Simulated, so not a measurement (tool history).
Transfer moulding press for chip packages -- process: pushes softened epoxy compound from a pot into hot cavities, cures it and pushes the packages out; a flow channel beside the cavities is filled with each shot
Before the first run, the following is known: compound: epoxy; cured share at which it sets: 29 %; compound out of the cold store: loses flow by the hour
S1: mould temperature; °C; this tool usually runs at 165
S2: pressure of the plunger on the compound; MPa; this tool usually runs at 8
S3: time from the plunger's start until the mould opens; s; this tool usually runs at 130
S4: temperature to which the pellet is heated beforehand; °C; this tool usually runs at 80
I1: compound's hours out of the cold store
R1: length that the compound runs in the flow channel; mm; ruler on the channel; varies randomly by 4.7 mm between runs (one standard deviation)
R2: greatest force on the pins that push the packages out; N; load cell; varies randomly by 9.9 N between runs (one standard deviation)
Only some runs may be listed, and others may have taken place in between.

run   hour   S1    S2   S3  S4    I1   R1   R2
  1      0  165     8  130  80    41  606  747
  2   31.3  165     8  130  80  38.1  615  815
  3   80.9  165     8  114  80  31.2  642  990
      89.8  -- cavities cleaned with cleaning compound and waxed
  4  127.6  165     8  114  80  41.7  601  650
     168.9  -- plunger's sealing rings changed
  5  176.8  165     8  130  80  22.6  710  718
  6  220.8  165     8  130  80  39.4  633  778
  7  270.2  165     8  130  80    22  708  859
     279.1  -- cavities cleaned with cleaning compound and waxed
  8  309.5  165     8  128  80  20.8  717  594
  9  336.7  165     8  130  80  24.5  698  665
 10  365.8  165     8  111  80  11.3  773  884
     377.1  -- mould's thermocouples calibrated
 11  405.1  165     8  130  80  31.3  667  830
 12  447.2  165     8  130  80  27.2  686  883
     467.6  -- cavities cleaned with cleaning compound and waxed
 13  490.1  165     8  130  80  20.8  714  539
 14  533.9  165     8  130  80    15  738  715
 15  576.5  165  6.44  130  84  19.7  653  804
     600.9  -- mould's thermocouples calibrated, once more
 16  623.6  157  9.27  168  84  37.7  693  876
     657.8  -- cavities cleaned with cleaning compound and waxed
 17    659  165  6.16  130  80  44.5  527  454
 18  685.6  170     8  130  75  10.8  752  559
 19  723.6  169  6.14  140  81  47.5  500  672
 20  756.1  169  6.14  140  81  27.9  581  723
 21  807.7  165   9.4  120  80  36.3  679  893
     844.5  -- cavities cleaned with cleaning compound and waxed
 22  844.5  165   7.9  141  80  32.5  642  460
 23  869.7  165  6.11  125  84    15  640  584

Estimate the outcome of run 24 from the log above:
 24  928.7  165  6.11  125  84  32.7   ?   ?

R1: 559 mm
R2: 715 N
Take away the tool's hidden state, keep the run-to-run variation as it was, and the same run would have given R1 578 mm, R2 436 N.
